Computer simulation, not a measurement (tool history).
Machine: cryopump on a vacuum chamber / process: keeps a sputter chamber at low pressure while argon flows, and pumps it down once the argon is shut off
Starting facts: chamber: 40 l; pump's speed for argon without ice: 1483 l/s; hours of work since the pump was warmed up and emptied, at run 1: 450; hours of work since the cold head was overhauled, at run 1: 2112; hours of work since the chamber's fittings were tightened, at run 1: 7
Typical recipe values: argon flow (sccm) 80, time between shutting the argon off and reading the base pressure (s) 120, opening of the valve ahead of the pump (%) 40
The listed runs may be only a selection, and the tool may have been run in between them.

run	hour	argon flow (sccm)	time between shutting the argon off and reading the base pressure (s)	opening of the valve ahead of the pump (%)	hours of work since the pump was warmed up and emptied	hours of work since the cold head was overhauled	hours of work since the chamber's fittings were tightened	pressure while argon flows (Pa)	pressure after the wait (uPa)
1	0.0	80	120	40	450	2112	7	0.2675	0.59
2	60.0	80	128	40	492	2154	49	0.2753	0.61
# hour 91.3: pump warmed up, emptied and cooled again
3	105.0	80	22	40	10	2182	77	0.2313	1.67
4	153.0	80	22	40	43	2215	110	0.2349	1.73
5	211.3	80	22	40	84	2256	151	0.2363	1.76
6	274.5	80	22	40	128	2300	195	0.2399	1.75
7	312.1	80	26	40	154	2326	221	0.2413	1.65
8	378.4	80	26	40	200	2372	267	0.2470	1.69
9	460.4	80	35	40	257	2429	324	0.2498	1.37
10	503.6	80	35	40	287	2459	355	0.2545	1.42
11	563.3	80	35	40	329	2501	396	0.2595	1.44
12	651.2	50	120	40	390	2562	457	0.1660	0.88
13	692.1	50	120	40	418	2590	486	0.1674	0.91
14	732.0	80	120	40	446	2618	513	0.2714	1.02
15	790.0	80	120	40	486	2658	554	0.2778	1.05
# hour 832.2: pump warmed up, emptied and cooled again
16	839.1	80	120	40	5	2689	585	0.2329	0.79
17	929.1	80	120	40	67	2752	647	0.2371	0.87
18	993.8	80	120	40	113	2797	692	0.2381	0.92
19	1054.1	80	120	40	155	2839	734	0.2440	0.97
20	1141.9	37	120	31	216	2900	795	0.1457	1.02
21	1180.8	37	120	31	243	2927	822	0.1473	1.05
22	1222.5	80	120	30	272	2956	852	0.3313	1.09
23	1303.5	43	183	40	328	3013	908	0.1395	1.03
24	1374.9	59	183	55	378	3062	958	0.1499	1.14
25	1457.2	59	183	55	435	3119	1015	0.1547	1.25
26	1527.3	33	183	55	484	3168	1064	0.0896	1.32
# hour 1573.8: pump warmed up, emptied and cooled again
27	1596.2	33	183	55	16	3213	1108	0.0709	0.98
28	1643.7	33	88	20	49	3246	1141	0.1918	1.25

Here are 4 independent what-if runs from the current tool condition. What would each one return?
A	1724.3	80	60	40	105	3302	1197	?	?
B	1724.3	61	88	27	105	3302	1197	?	?
C	1724.3	32	150	40	105	3302	1197	?	?
D	1724.3	80	120	45	105	3302	1197	?	?

run	pressure while argon flows (Pa)	pressure after the wait (uPa)
A	0.2384	1.43
B	0.2673	1.29
C	0.0970	1.14
D	0.2143	1.20
Without the tool's unlogged condition, the same runs would have read:
run	pressure while argon flows (Pa)	pressure after the wait (uPa)
A	0.2261	0.72
B	0.2578	0.56
C	0.0920	0.42
D	0.2020	0.49
